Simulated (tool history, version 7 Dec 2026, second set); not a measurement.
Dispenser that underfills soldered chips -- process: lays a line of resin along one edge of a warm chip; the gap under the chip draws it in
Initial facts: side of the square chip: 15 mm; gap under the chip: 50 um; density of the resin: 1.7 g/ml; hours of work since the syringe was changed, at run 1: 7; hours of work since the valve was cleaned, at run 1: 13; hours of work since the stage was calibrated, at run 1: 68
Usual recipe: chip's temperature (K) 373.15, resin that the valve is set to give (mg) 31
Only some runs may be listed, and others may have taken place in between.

| run | hour | chip's temperature (K) | resin that the valve is set to give (mg) | hours of work since the syringe was changed | hours of work since the valve was cleaned | hours of work since the stage was calibrated | time until the resin shows at the far edge (s) | resin that the valve gave (mg) |
|---|---|---|---|---|---|---|---|---|
| 1 | 0 | 373.15 | 31 | 7 | 13 | 68 | 382.5 | 30.72 |
|  | 1.1 | new syringe of resin |
| 2 | 8.7 | 368.15 | 31 | 5 | 19 | 74 | 393.2 | 30.81 |
|  | 12.4 | new syringe of resin |
| 3 | 16.1 | 368.15 | 26.3 | 3 | 24 | 79 | 324.6 | 26.06 |
|  | 23.7 | new syringe of resin |
| 4 | 26 | 368.15 | 27.7 | 2 | 31 | 86 | 305.1 | 27.33 |
| 5 | 31.4 | 368.15 | 27.7 | 5 | 35 | 89 | 406.3 | 27.46 |
|  | 34.7 | new syringe of resin |
| 6 | 40.9 | 368.15 | 27.7 | 4 | 41 | 96 | 371.8 | 27.21 |
|  | 45.9 | new syringe of resin |
| 7 | 49.8 | 379.15 | 31 | 3 | 47 | 102 | 234.6 | 30.37 |
| 8 | 54.4 | 379.15 | 28.7 | 6 | 50 | 105 | 300.8 | 28.16 |
|  | 57.3 | new syringe of resin |
| 9 | 59.1 | 379.15 | 28.7 | 1 | 54 | 108 | 217.4 | 28.04 |
| 10 | 65.9 | 373.15 | 31 | 6 | 58 | 113 | 361.3 | 30.28 |
|  | 69.2 | new syringe of resin |
| 11 | 72.2 | 384.15 | 31 | 2 | 63 | 118 | 198.9 | 30.22 |
|  | 80.5 | new syringe of resin |
| 12 | 81.2 | 384.15 | 31 | 0 | 69 | 124 | 171.8 | 30.21 |
| 13 | 90.3 | 373.15 | 31 | 7 | 75 | 130 | 369.5 | 30.24 |
|  | 91.6 | new syringe of resin |
| 14 | 96.7 | 373.15 | 31 | 4 | 79 | 134 | 301.3 | 29.9 |
| 15 | 101.2 | 373.15 | 31 | 7 | 83 | 138 | 371.4 | 29.9 |
|  | 103 | new syringe of resin |
| 16 | 108.1 | 373.15 | 31 | 4 | 87 | 142 | 304 | 29.89 |
|  | 111.4 | dispensing valve cleaned and set on the balance |
|  | 115.5 | new syringe of resin |
| 17 | 116.6 | 373.15 | 31 | 1 | 3 | 147 | 244 | 30.97 |
| 18 | 122.4 | 373.15 | 31 | 5 | 8 | 151 | 332.6 | 30.92 |
|  | 126.6 | new syringe of resin |
| 19 | 127.4 | 386.15 | 39.8 | 1 | 11 | 155 | 164.4 | 39.57 |
| 20 | 132.3 | 376.15 | 34.7 | 4 | 14 | 158 | 284.3 | 34.49 |
|  | 137.9 | new syringe of resin |
| 21 | 138.1 | 380.15 | 27.6 | 0 | 18 | 162 | 192 | 27.31 |
| 22 | 144.2 | 380.15 | 27.6 | 4 | 23 | 166 | 264.4 | 27.28 |
|  | 149.2 | new syringe of resin |
| 23 | 152.7 | 382.15 | 33.4 | 2 | 28 | 172 | 209.6 | 33.09 |
|  | 160.9 | new syringe of resin |
| 24 | 162.9 | 380.15 | 38.8 | 1 | 35 | 179 | 211.7 | 38.15 |
| 25 | 171.5 | 362.15 | 29.2 | 7 | 41 | 185 | 571.5 | 28.66 |
|  | 172.6 | new syringe of resin |
| 26 | 178.7 | 362.15 | 29.2 | 4 | 46 | 190 | 457.5 | 28.65 |
|  | 183.8 | new syringe of resin |
| 27 | 184 | 369.15 | 39.4 | 0 | 50 | 194 | 261.1 | 38.51 |
| 28 | 192.1 | 370.15 | 33.9 | 6 | 56 | 199 | 385.7 | 33.1 |
|  | 195.1 | new syringe of resin |
| 29 | 200.4 | 365.15 | 37.6 | 4 | 61 | 205 | 385.4 | 36.61 |
|  | 206.4 | new syringe of resin |
| 30 | 206.7 | 382.15 | 31 | 0 | 65 | 209 | 185 | 30.14 |
| 31 | 214.9 | 365.15 | 26.5 | 6 | 71 | 215 | 464.2 | 25.83 |
|  | 217.3 | new syringe of resin |
| 32 | 224.4 | 378.15 | 30.5 | 5 | 78 | 222 | 303 | 29.43 |
|  | 228.7 | new syringe of resin |
| 33 | 229 | 371.15 | 32.8 | 0 | 81 | 225 | 255.4 | 31.9 |
| 34 | 233.3 | 369.15 | 40.1 | 3 | 84 | 228 | 331.9 | 38.86 |
|  | 240 | new syringe of resin |
|  | 241.5 | dispensing valve cleaned and set on the balance |
| 35 | 242.9 | 383.15 | 34.9 | 1 | 1 | 234 | 192.1 | 34.97 |
| 36 | 247.4 | 383.15 | 34.9 | 4 | 4 | 237 | 240.2 | 34.88 |

Here are 3 independent what-if runs from the current tool condition. What would each one return?
|  | 252.8 | new syringe of resin |
| A | 258.1 | 367.15 | 36.8 | 4 | 12 | 244 | ? | ? |
|  | 252.8 | new syringe of resin |
| B | 258.1 | 370.15 | 29.2 | 4 | 12 | 244 | ? | ? |
|  | 252.8 | new syringe of resin |
| C | 258.1 | 383.15 | 31 | 4 | 12 | 244 | ? | ? |

| run | time until the resin shows at the far edge (s) | resin that the valve gave (mg) |
|---|---|---|
| A | 372.5 | 36.56 |
| B | 347 | 29.01 |
| C | 235.2 | 30.95 |
What these runs would have given with no unlogged condition in the tool:
| run | time until the resin shows at the far edge (s) | resin that the valve gave (mg) |
|---|---|---|
| A | 268.7 | 36.75 |
| B | 250.1 | 29.17 |
| C | 170.2 | 31.11 |
